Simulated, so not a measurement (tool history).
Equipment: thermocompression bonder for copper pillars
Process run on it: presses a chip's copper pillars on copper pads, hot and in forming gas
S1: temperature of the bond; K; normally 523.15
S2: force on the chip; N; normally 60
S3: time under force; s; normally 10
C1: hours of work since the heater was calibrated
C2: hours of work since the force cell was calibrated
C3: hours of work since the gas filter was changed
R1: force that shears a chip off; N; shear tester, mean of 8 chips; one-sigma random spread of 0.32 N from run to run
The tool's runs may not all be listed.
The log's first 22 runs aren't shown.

run     day      S1  S2  S3   C1   C2   C3    R1
 23  11.067  519.15  41  10  524  184  184  40.3
 24  11.558  519.15  41  10  531  191  191    40
 25  12.246  523.15  60  12  541  201  201  60.4
 26  12.808  523.15  60  12  549  209  209  60.7
 27  13.317  496.15  79  10  556  216  216  53.3
 28  13.779  496.15  73  23  563  223  223  65.4
 29  14.196  535.15  77  22  569  229  229  87.8
 30  14.638  521.15  43  10  575  235  235  41.9
 31  14.971  523.15  62  28  580  240  240  77.4
 32  15.671  523.15  62  28  590  250  250  77.5
 33  16.008  523.15  65   7  595  255  255  53.4
 34    16.7  523.15  60  10  605  265  265  56.5
 35  17.246  549.15  79  17  612  272  272  89.4

Forecast each of these 5 alternatives for the next run:
  A  17.846  549.15  79  27  621  281  281   ?
  B  17.846  523.15  60  28  621  281  281   ?
  C  17.846  522.15  62  10  621  281  281   ?
  D  17.846  501.15  43  10  621  281  281   ?
  E  17.846  523.15  55   7  621  281  281   ?

run    R1
  A  93.9
  B  74.5
  C    57
  D  32.6
  E  47.1
Without the tool's hidden state the same runs would have given:
run    R1
  A    97
  B  76.8
  C  58.8
  D  33.6
  E  48.6

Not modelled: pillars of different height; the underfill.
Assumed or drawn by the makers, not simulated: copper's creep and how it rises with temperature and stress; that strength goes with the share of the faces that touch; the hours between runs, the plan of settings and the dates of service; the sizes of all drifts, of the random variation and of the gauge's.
